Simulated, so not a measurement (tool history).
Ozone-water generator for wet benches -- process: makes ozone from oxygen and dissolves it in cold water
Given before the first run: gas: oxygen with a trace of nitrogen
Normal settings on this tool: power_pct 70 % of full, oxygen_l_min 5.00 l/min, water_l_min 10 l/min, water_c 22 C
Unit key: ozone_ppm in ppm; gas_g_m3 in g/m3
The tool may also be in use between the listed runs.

{"run": 1, "day": 0.0, "power_pct": 70, "oxygen_l_min": 5.0, "water_l_min": 10, "water_c": 22, "ozone_ppm": 23.4, "gas_g_m3": 206.5}
{"run": 2, "day": 3.954, "power_pct": 70, "oxygen_l_min": 5.0, "water_l_min": 10, "water_c": 22, "ozone_ppm": 23.4, "gas_g_m3": 208.3}
{"run": 3, "day": 8.612, "power_pct": 70, "oxygen_l_min": 5.0, "water_l_min": 10, "water_c": 22, "ozone_ppm": 23.3, "gas_g_m3": 205.9}
{"run": 4, "day": 12.142, "power_pct": 70, "oxygen_l_min": 5.0, "water_l_min": 10, "water_c": 22, "ozone_ppm": 23.4, "gas_g_m3": 205.0}
{"run": 5, "day": 16.525, "power_pct": 70, "oxygen_l_min": 5.0, "water_l_min": 10, "water_c": 22, "ozone_ppm": 23.5, "gas_g_m3": 206.3}
{"run": 6, "day": 19.212, "power_pct": 70, "oxygen_l_min": 5.0, "water_l_min": 10, "water_c": 22, "ozone_ppm": 23.3, "gas_g_m3": 208.0}
{"run": 7, "day": 21.6, "power_pct": 70, "oxygen_l_min": 5.0, "water_l_min": 10, "water_c": 22, "ozone_ppm": 23.3, "gas_g_m3": 206.2}
{"day": 24.442, "done": "water thermometer calibrated"}
{"run": 8, "day": 25.662, "power_pct": 70, "oxygen_l_min": 5.0, "water_l_min": 10, "water_c": 22, "ozone_ppm": 23.6, "gas_g_m3": 208.6}
{"run": 9, "day": 29.796, "power_pct": 70, "oxygen_l_min": 5.0, "water_l_min": 10, "water_c": 22, "ozone_ppm": 23.3, "gas_g_m3": 208.2}
{"run": 10, "day": 33.167, "power_pct": 70, "oxygen_l_min": 5.0, "water_l_min": 10, "water_c": 22, "ozone_ppm": 23.4, "gas_g_m3": 207.3}
{"run": 11, "day": 37.767, "power_pct": 70, "oxygen_l_min": 5.0, "water_l_min": 10, "water_c": 22, "ozone_ppm": 23.5, "gas_g_m3": 208.1}
{"run": 12, "day": 40.212, "power_pct": 94, "oxygen_l_min": 3.99, "water_l_min": 7, "water_c": 22, "ozone_ppm": 39.8, "gas_g_m3": 296.2}
{"run": 13, "day": 42.742, "power_pct": 70, "oxygen_l_min": 5.0, "water_l_min": 10, "water_c": 22, "ozone_ppm": 23.1, "gas_g_m3": 207.5}
{"run": 14, "day": 45.675, "power_pct": 70, "oxygen_l_min": 5.0, "water_l_min": 10, "water_c": 22, "ozone_ppm": 23.3, "gas_g_m3": 207.2}
{"run": 15, "day": 47.796, "power_pct": 49, "oxygen_l_min": 5.0, "water_l_min": 12, "water_c": 17, "ozone_ppm": 15.7, "gas_g_m3": 151.2}
{"day": 50.721, "done": "contactor cleaned"}
{"run": 16, "day": 53.096, "power_pct": 49, "oxygen_l_min": 6.54, "water_l_min": 12, "water_c": 17, "ozone_ppm": 16.2, "gas_g_m3": 138.1}
{"run": 17, "day": 56.892, "power_pct": 68, "oxygen_l_min": 5.7, "water_l_min": 14, "water_c": 14, "ozone_ppm": 19.7, "gas_g_m3": 196.4}
{"run": 18, "day": 60.162, "power_pct": 70, "oxygen_l_min": 6.17, "water_l_min": 10, "water_c": 22, "ozone_ppm": 23.3, "gas_g_m3": 195.4}
{"run": 19, "day": 62.833, "power_pct": 70, "oxygen_l_min": 4.95, "water_l_min": 7, "water_c": 15, "ozone_ppm": 35.0, "gas_g_m3": 209.3}

4 ways to go on from here, each from the tool as it stands after run 19. What would each give?
{"run": "A", "day": 66.733, "power_pct": 70, "oxygen_l_min": 4.46, "water_l_min": 9, "water_c": 19, "ozone_ppm": "?", "gas_g_m3": "?"}
{"run": "B", "day": 66.733, "power_pct": 62, "oxygen_l_min": 4.57, "water_l_min": 10, "water_c": 22, "ozone_ppm": "?", "gas_g_m3": "?"}
{"run": "C", "day": 66.733, "power_pct": 70, "oxygen_l_min": 5.0, "water_l_min": 7, "water_c": 22, "ozone_ppm": "?", "gas_g_m3": "?"}
{"run": "D", "day": 66.733, "power_pct": 79, "oxygen_l_min": 4.95, "water_l_min": 7, "water_c": 20, "ozone_ppm": "?", "gas_g_m3": "?"}

run=A ozone_ppm=26.6 gas_g_m3=216.4
run=B ozone_ppm=20.9 gas_g_m3=190.9
run=C ozone_ppm=30.1 gas_g_m3=208.5
run=D ozone_ppm=35.0 gas_g_m3=232.9
What these runs would have given with no unlogged condition in the tool:
run=A ozone_ppm=26.6 gas_g_m3=213.9
run=B ozone_ppm=21.0 gas_g_m3=188.7
run=C ozone_ppm=30.1 gas_g_m3=206.1
run=D ozone_ppm=35.0 gas_g_m3=230.2

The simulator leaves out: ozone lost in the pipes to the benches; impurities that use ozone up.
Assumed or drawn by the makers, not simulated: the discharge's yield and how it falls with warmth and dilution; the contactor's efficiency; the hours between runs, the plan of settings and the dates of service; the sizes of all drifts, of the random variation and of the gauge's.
